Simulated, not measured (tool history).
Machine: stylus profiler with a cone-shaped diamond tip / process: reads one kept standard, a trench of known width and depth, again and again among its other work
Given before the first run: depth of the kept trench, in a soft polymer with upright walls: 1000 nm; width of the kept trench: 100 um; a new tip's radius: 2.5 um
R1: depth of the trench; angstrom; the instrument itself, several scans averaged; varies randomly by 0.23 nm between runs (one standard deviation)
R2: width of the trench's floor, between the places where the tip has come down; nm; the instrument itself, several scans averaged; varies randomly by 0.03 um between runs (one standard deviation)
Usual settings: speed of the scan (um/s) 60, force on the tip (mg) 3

{"run": 1, "hour": 0.0, "speed of the scan (um/s)": 60, "force on the tip (mg)": 3, "R1": 10171.9, "R2": 95660}
{"run": 2, "hour": 26.4, "speed of the scan (um/s)": 60, "force on the tip (mg)": 3, "R1": 10175.2, "R2": 95640}
{"run": 3, "hour": 37.3, "speed of the scan (um/s)": 60, "force on the tip (mg)": 3, "R1": 10176.6, "R2": 95610}
{"run": 4, "hour": 63.1, "speed of the scan (um/s)": 126, "force on the tip (mg)": 3, "R1": 10171.4, "R2": 95390}
{"run": 5, "hour": 74.8, "speed of the scan (um/s)": 126, "force on the tip (mg)": 3, "R1": 10170.9, "R2": 95350}
{"run": 6, "hour": 92.4, "speed of the scan (um/s)": 126, "force on the tip (mg)": 3, "R1": 10176.4, "R2": 95290}
{"run": 7, "hour": 113.7, "speed of the scan (um/s)": 126, "force on the tip (mg)": 3, "R1": 10177.3, "R2": 95280}
{"run": 8, "hour": 137.2, "speed of the scan (um/s)": 20, "force on the tip (mg)": 3, "R1": 10171.9, "R2": 95670}
{"run": 9, "hour": 158.1, "speed of the scan (um/s)": 60, "force on the tip (mg)": 3, "R1": 10175, "R2": 95530}
{"run": 10, "hour": 181.5, "speed of the scan (um/s)": 60, "force on the tip (mg)": 3, "R1": 10173.8, "R2": 95530}
{"run": 11, "hour": 207.3, "speed of the scan (um/s)": 60, "force on the tip (mg)": 6.16, "R1": 10281.3, "R2": 95530}
{"run": 12, "hour": 221.0, "speed of the scan (um/s)": 60, "force on the tip (mg)": 6.16, "R1": 10282.1, "R2": 95590}
{"run": 13, "hour": 231.9, "speed of the scan (um/s)": 60, "force on the tip (mg)": 6.16, "R1": 10282.3, "R2": 95530}
{"run": 14, "hour": 253.8, "speed of the scan (um/s)": 60, "force on the tip (mg)": 6.16, "R1": 10285.4, "R2": 95520}
{"run": 15, "hour": 267.8, "speed of the scan (um/s)": 60, "force on the tip (mg)": 3, "R1": 10177, "R2": 95480}
{"run": 16, "hour": 291.0, "speed of the scan (um/s)": 60, "force on the tip (mg)": 3, "R1": 10178.2, "R2": 95430}
{"run": 17, "hour": 306.9, "speed of the scan (um/s)": 60, "force on the tip (mg)": 3, "R1": 10178.8, "R2": 95400}
{"run": 18, "hour": 324.4, "speed of the scan (um/s)": 60, "force on the tip (mg)": 7.7, "R1": 10325.5, "R2": 95500}
{"run": 19, "hour": 345.0, "speed of the scan (um/s)": 60, "force on the tip (mg)": 7.7, "R1": 10325.5, "R2": 95490}
{"run": 20, "hour": 364.3, "speed of the scan (um/s)": 60, "force on the tip (mg)": 7.7, "R1": 10329.2, "R2": 95470}
{"run": 21, "hour": 391.4, "speed of the scan (um/s)": 60, "force on the tip (mg)": 7.7, "R1": 10328.7, "R2": 95430}
{"run": 22, "hour": 415.8, "speed of the scan (um/s)": 60, "force on the tip (mg)": 7.7, "R1": 10328.6, "R2": 95480}
{"run": 23, "hour": 435.5, "speed of the scan (um/s)": 97, "force on the tip (mg)": 4.03, "R1": 10216.6, "R2": 95220}
{"run": 24, "hour": 463.1, "speed of the scan (um/s)": 29, "force on the tip (mg)": 2.39, "R1": 10159.7, "R2": 95410}
{"run": 25, "hour": 483.4, "speed of the scan (um/s)": 29, "force on the tip (mg)": 2.39, "R1": 10162, "R2": 95420}
{"run": 26, "hour": 502.1, "speed of the scan (um/s)": 126, "force on the tip (mg)": 5.1, "R1": 10252, "R2": 95130}
{"run": 27, "hour": 514.7, "speed of the scan (um/s)": 126, "force on the tip (mg)": 5.1, "R1": 10260.1, "R2": 95080}
{"run": 28, "hour": 531.2, "speed of the scan (um/s)": 49, "force on the tip (mg)": 3, "R1": 10181.4, "R2": 95300}
{"run": 29, "hour": 549.4, "speed of the scan (um/s)": 116, "force on the tip (mg)": 1.15, "R1": 10105.2, "R2": 94720}
{"run": 30, "hour": 560.9, "speed of the scan (um/s)": 15, "force on the tip (mg)": 2.63, "R1": 10173, "R2": 95350}
{"run": 31, "hour": 579.8, "speed of the scan (um/s)": 17, "force on the tip (mg)": 2.68, "R1": 10172.4, "R2": 95400}
{"run": 32, "hour": 596.9, "speed of the scan (um/s)": 57, "force on the tip (mg)": 1.38, "R1": 10115.9, "R2": 95100}
{"run": 33, "hour": 609.7, "speed of the scan (um/s)": 108, "force on the tip (mg)": 7.59, "R1": 10311, "R2": 95100}
{"run": 34, "hour": 621.7, "speed of the scan (um/s)": 175, "force on the tip (mg)": 1.75, "R1": 10116.6, "R2": 94470}
{"run": 35, "hour": 637.9, "speed of the scan (um/s)": 160, "force on the tip (mg)": 1.95, "R1": 10122, "R2": 94550}
{"run": 36, "hour": 649.7, "speed of the scan (um/s)": 160, "force on the tip (mg)": 1.95, "R1": 10128.3, "R2": 94580}
{"run": 37, "hour": 669.9, "speed of the scan (um/s)": 160, "force on the tip (mg)": 1.95, "R1": 10129.1, "R2": 94550}
{"run": 38, "hour": 692.9, "speed of the scan (um/s)": 237, "force on the tip (mg)": 6.69, "R1": 10294.5, "R2": 94740}
{"run": 39, "hour": 705.8, "speed of the scan (um/s)": 58, "force on the tip (mg)": 1.99, "R1": 10130.2, "R2": 95080}
{"run": 40, "hour": 732.2, "speed of the scan (um/s)": 58, "force on the tip (mg)": 1.99, "R1": 10133.5, "R2": 95090}

Missing from the log above: 2 entries noted between runs. For each, name the pair of listed runs it sits between and say how the tool's hidden condition differs from the listed run just before to the listed run just after:
In the gap between runs 23 and 24: height scale calibrated on a step standard (hour 437.8)
  radius of the tip, um: 2.96 -> 2.98; height scale over the true one, %: 0.076 -> 0.122
  what was measured, less what the result would be without the hidden state, R1: +7.7 -> +12.4 angstrom; R2: -440 -> -460 nm
In the gap between runs 32 and 33: height scale calibrated on a step standard, once more (hour 599.3)
  radius of the tip, um: 3.1 -> 3.12; height scale over the true one, %: 0.139 -> -0.014
  what was measured, less what the result would be without the hidden state, R1: +14 -> -1.4 angstrom; R2: -570 -> -570 nm

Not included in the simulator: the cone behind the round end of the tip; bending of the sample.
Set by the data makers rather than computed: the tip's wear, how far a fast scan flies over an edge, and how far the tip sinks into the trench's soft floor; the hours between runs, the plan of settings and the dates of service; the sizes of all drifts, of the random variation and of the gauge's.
